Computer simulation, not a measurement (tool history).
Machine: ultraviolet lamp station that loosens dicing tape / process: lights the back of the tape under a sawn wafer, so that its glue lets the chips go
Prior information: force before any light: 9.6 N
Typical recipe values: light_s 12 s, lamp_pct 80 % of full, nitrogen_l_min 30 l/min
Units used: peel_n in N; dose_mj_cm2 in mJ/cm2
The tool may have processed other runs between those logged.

run   hour  light_s  lamp_pct  nitrogen_l_min  peel_n  dose_mj_cm2
  1      0       12        80              30   0.831          438
  2     34       12        80              30    0.81          435
  3   82.9       12        80              30   0.851          424
  4  111.9       12        80              30   0.867          424
  5  146.1       12        80              30   0.897          421
  6  179.4       12        80              30   0.878          419
  7  233.7       12        80              30   0.938          415
  8    260       12        80              30   0.912          411
  9  322.6       12        80              30   0.941          404
 10  361.3       12        80              18   1.463          406
 11  395.3       12        80              30       1          400
 12  455.5       12        80              30   1.021          394
 13  489.9       12        80              30   1.068          390
 14  530.9       19        84              53   0.236          642
 15  581.2       17        95              53   0.228          647
 16    624       17        95              53   0.243          637
 17  653.6       15        87              17   0.983          517
 18  679.2       15        87              17   1.008          512
 19  732.9       12        95              30   0.802          442
 20  761.8       12        80              47   0.799          370
 21  788.6       12        80              47   0.841          361
 22  832.6       12        80              47   0.874          361
     836.8  -- window cleaned of glue's vapour
 23  865.3       12        80              47   0.698          405
 24  926.6       12        80              47   0.717          397
 25  963.9        9        77              43   1.437          286
 26  997.6        7        80              30   2.588          230

Here are 3 independent what-if runs from the current tool condition. What would each one return?
  A  1041.4        6        80              30       ?            ?
  B  1041.4       14        80              20       ?            ?
  C  1041.4       12        80              34       ?            ?

run  peel_n  dose_mj_cm2
  A   3.059          193
  B   1.096          456
  C   0.948          388
What these runs would have given with no unlogged condition in the tool:
run  peel_n  dose_mj_cm2
  A   2.523          227
  B   0.789          535
  C   0.672          455
